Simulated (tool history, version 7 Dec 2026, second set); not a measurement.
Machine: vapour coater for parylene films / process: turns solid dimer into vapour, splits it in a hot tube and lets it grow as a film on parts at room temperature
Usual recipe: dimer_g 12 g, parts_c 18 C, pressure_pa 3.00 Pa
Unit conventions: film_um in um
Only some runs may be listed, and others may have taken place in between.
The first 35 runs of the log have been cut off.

| run | day | dimer_g | parts_c | pressure_pa | film_um |
|---|---|---|---|---|---|
| 36 | 38.904 | 9 | 13 | 10.68 | 4.96 |
| 37 | 39.600 | 9 | 13 | 10.68 | 4.95 |
| 38 | 40.238 | 5 | 11 | 5.89 | 3.14 |
| 39 | 40.896 | 5 | 11 | 5.89 | 3.15 |
| 40 | 42.108 | 5 | 11 | 5.89 | 3.13 |
| 41 | 43.188 | 12 | 27 | 3.00 | 4.38 |
| 42 | 44.650 | 12 | 27 | 3.00 | 4.32 |
| 43 | 45.279 | 17 | 28 | 3.00 | 5.83 |
| 44 | 46.750 | 12 | 16 | 3.00 | 6.58 |
| 45 | 48.283 | 12 | 11 | 5.96 | 7.25 |
| 46 | 49.367 | 20 | 11 | 5.47 | 12.21 |
|  | 49.892 | trap's valve overhauled |
| 47 | 50.483 | 9 | 18 | 3.00 | 4.91 |

4 options for the next run, each taken on its own from the tool as it stands now. Forecast them:
| A | 51.583 | 9 | 19 | 3.00 | ? |
| B | 51.583 | 12 | 29 | 3.00 | ? |
| C | 51.583 | 22 | 18 | 3.32 | ? |
| D | 51.583 | 6 | 22 | 2.60 | ? |

| run | film_um |
|---|---|
| A | 4.71 |
| B | 4.30 |
| C | 11.81 |
| D | 2.85 |
Without the tool's hidden state the same runs would have given:
| run | film_um |
|---|---|
| A | 4.69 |
| B | 4.28 |
| C | 11.75 |
| D | 2.84 |
